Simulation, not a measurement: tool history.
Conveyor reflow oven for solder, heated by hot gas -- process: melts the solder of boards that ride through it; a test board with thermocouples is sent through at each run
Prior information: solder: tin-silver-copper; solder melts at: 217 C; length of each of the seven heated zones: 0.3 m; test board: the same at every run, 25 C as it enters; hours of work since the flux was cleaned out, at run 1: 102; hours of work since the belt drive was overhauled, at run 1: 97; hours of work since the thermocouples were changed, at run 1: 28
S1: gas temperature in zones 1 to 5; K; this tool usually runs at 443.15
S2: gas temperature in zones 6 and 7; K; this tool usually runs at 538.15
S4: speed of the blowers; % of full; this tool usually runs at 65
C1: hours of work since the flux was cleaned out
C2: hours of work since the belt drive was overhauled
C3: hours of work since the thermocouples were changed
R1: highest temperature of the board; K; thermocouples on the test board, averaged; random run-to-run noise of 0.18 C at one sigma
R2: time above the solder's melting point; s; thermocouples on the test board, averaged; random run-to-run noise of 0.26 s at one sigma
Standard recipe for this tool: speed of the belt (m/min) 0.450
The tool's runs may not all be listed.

{"run": 1, "hour": 0.0, "S1": 443.15, "S2": 538.15, "speed of the belt (m/min)": 0.45, "S4": 65, "C1": 102, "C2": 97, "C3": 28, "R1": 519.85, "R2": 52.7}
{"run": 2, "hour": 22.4, "S1": 443.15, "S2": 538.15, "speed of the belt (m/min)": 0.45, "S4": 65, "C1": 112, "C2": 107, "C3": 38, "R1": 519.55, "R2": 52.9}
{"run": 3, "hour": 52.3, "S1": 443.15, "S2": 538.15, "speed of the belt (m/min)": 0.45, "S4": 65, "C1": 125, "C2": 121, "C3": 52, "R1": 519.65, "R2": 53.0}
{"run": 4, "hour": 85.7, "S1": 443.15, "S2": 538.15, "speed of the belt (m/min)": 0.45, "S4": 65, "C1": 140, "C2": 136, "C3": 67, "R1": 519.45, "R2": 52.8}
{"run": 5, "hour": 100.0, "S1": 443.15, "S2": 538.15, "speed of the belt (m/min)": 0.45, "S4": 65, "C1": 147, "C2": 142, "C3": 73, "R1": 519.35, "R2": 52.6}
{"run": 6, "hour": 126.9, "S1": 443.15, "S2": 538.15, "speed of the belt (m/min)": 0.45, "S4": 65, "C1": 159, "C2": 154, "C3": 85, "R1": 519.15, "R2": 52.7}
{"run": 7, "hour": 157.6, "S1": 443.15, "S2": 538.15, "speed of the belt (m/min)": 0.45, "S4": 65, "C1": 173, "C2": 168, "C3": 99, "R1": 519.35, "R2": 52.1}
{"hour": 182.7, "done": "flux residue cleaned out of gas plates and filters"}
{"run": 8, "hour": 187.5, "S1": 436.15, "S2": 553.15, "speed of the belt (m/min)": 0.45, "S4": 65, "C1": 2, "C2": 179, "C3": 110, "R1": 532.75, "R2": 60.3}
{"run": 9, "hour": 209.5, "S1": 443.15, "S2": 530.15, "speed of the belt (m/min)": 0.45, "S4": 87, "C1": 12, "C2": 189, "C3": 120, "R1": 518.85, "R2": 54.3}
{"run": 10, "hour": 243.5, "S1": 443.15, "S2": 545.15, "speed of the belt (m/min)": 0.368, "S4": 87, "C1": 27, "C2": 204, "C3": 135, "R1": 537.05, "R2": 82.7}
{"run": 11, "hour": 275.7, "S1": 443.15, "S2": 545.15, "speed of the belt (m/min)": 0.368, "S4": 87, "C1": 42, "C2": 219, "C3": 150, "R1": 537.05, "R2": 82.4}
{"run": 12, "hour": 290.1, "S1": 451.15, "S2": 537.15, "speed of the belt (m/min)": 0.368, "S4": 87, "C1": 48, "C2": 225, "C3": 156, "R1": 530.55, "R2": 82.1}
{"run": 13, "hour": 318.2, "S1": 441.15, "S2": 543.15, "speed of the belt (m/min)": 0.364, "S4": 78, "C1": 61, "C2": 238, "C3": 169, "R1": 533.65, "R2": 81.4}
{"run": 14, "hour": 347.3, "S1": 441.15, "S2": 543.15, "speed of the belt (m/min)": 0.364, "S4": 78, "C1": 74, "C2": 251, "C3": 182, "R1": 533.55, "R2": 81.0}

Each row is a separate what-if for the run after 14, all from the same tool condition, not one after another. Results?
{"run": "A", "hour": 364.7, "S1": 451.15, "S2": 538.15, "speed of the belt (m/min)": 0.453, "S4": 65, "C1": 82, "C2": 259, "C3": 190, "R1": "?", "R2": "?"}
{"run": "B", "hour": 364.7, "S1": 431.15, "S2": 526.15, "speed of the belt (m/min)": 0.45, "S4": 62, "C1": 82, "C2": 259, "C3": 190, "R1": "?", "R2": "?"}
{"run": "C", "hour": 364.7, "S1": 443.15, "S2": 528.15, "speed of the belt (m/min)": 0.44, "S4": 81, "C1": 82, "C2": 259, "C3": 190, "R1": "?", "R2": "?"}
{"run": "D", "hour": 364.7, "S1": 439.15, "S2": 538.15, "speed of the belt (m/min)": 0.45, "S4": 55, "C1": 82, "C2": 259, "C3": 190, "R1": "?", "R2": "?"}

run=A R1=521.55 R2=57.4
run=B R1=506.95 R2=34.5
run=C R1=516.05 R2=52.7
run=D R1=516.05 R2=47.0
With no hidden state in the tool, these same runs would have given:
run=A R1=521.95 R2=57.8
run=B R1=507.45 R2=35.4
run=C R1=516.45 R2=53.4
run=D R1=516.55 R2=47.6
